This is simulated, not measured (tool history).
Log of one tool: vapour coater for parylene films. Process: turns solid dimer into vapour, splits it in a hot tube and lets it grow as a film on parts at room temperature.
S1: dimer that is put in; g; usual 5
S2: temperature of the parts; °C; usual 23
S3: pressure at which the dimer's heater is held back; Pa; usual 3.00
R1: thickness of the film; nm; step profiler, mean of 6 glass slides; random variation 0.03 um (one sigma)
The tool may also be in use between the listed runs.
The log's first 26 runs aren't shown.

run	hour	S1	S2	S3	R1
27	1218.8	5	15	9.44	2490
28	1251.4	2	20	11.69	900
# hour 1271.1: trap's valve overhauled
29	1302.1	2	20	11.62	1070
30	1351.4	5	20	10.88	2580
31	1412.9	3	20	10.88	1580
32	1444.9	4	22	4.27	2220
33	1478.0	5	35	5.77	2140
34	1516.4	6	23	3.11	3330
35	1578.8	6	23	3.11	3200
36	1629.5	8	27	3.00	4090
37	1656.4	3	20	2.41	1770
38	1689.7	3	20	2.41	1790
39	1721.9	5	17	8.66	2730
40	1771.9	6	31	3.00	2790
41	1798.0	6	23	2.00	3330

Forecast each of these 5 alternatives for the next run:
A	1844.1	7	24	4.81	?
B	1844.1	7	35	4.35	?
C	1844.1	6	32	2.00	?
D	1844.1	6	18	7.52	?
E	1844.1	6	22	3.66	?

run	R1
A	3490
B	2920
C	2830
D	3160
E	3200
Without the tool's hidden state the same runs would have given:
run	R1
A	3780
B	3170
C	3070
D	3430
E	3470
